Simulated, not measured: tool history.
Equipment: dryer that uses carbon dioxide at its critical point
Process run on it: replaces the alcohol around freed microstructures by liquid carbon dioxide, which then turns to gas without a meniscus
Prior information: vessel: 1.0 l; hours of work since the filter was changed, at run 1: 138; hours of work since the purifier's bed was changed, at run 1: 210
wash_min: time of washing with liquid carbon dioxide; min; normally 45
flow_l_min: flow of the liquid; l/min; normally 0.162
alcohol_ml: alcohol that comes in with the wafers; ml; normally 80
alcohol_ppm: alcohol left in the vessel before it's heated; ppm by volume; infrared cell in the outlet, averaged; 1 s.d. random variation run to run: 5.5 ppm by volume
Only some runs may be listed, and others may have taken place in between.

run	hour	wash_min	flow_l_min	alcohol_ml	hours of work since the filter was changed	hours of work since the purifier's bed was changed	alcohol_ppm
1	0.0	45	0.162	80	138	210	283
2	53.1	45	0.162	80	177	249	321
3	110.3	45	0.162	80	218	290	349
4	139.3	45	0.162	80	239	311	367
# hour 208.8: inlet filter changed
5	208.8	45	0.162	80	0	361	312
6	265.6	45	0.162	80	41	402	341
7	293.3	45	0.162	80	61	422	351
8	348.6	45	0.147	80	101	463	524
9	378.7	70	0.156	57	123	484	214

The next listed run, before its measurement:
10	430.2	39	0.228	89	161	522	?

{"run 10": {"alcohol_ppm": 288}}
With the hidden condition absent and the run-to-run variation left alone, this run would have shown alcohol_ppm 39 ppm by volume.
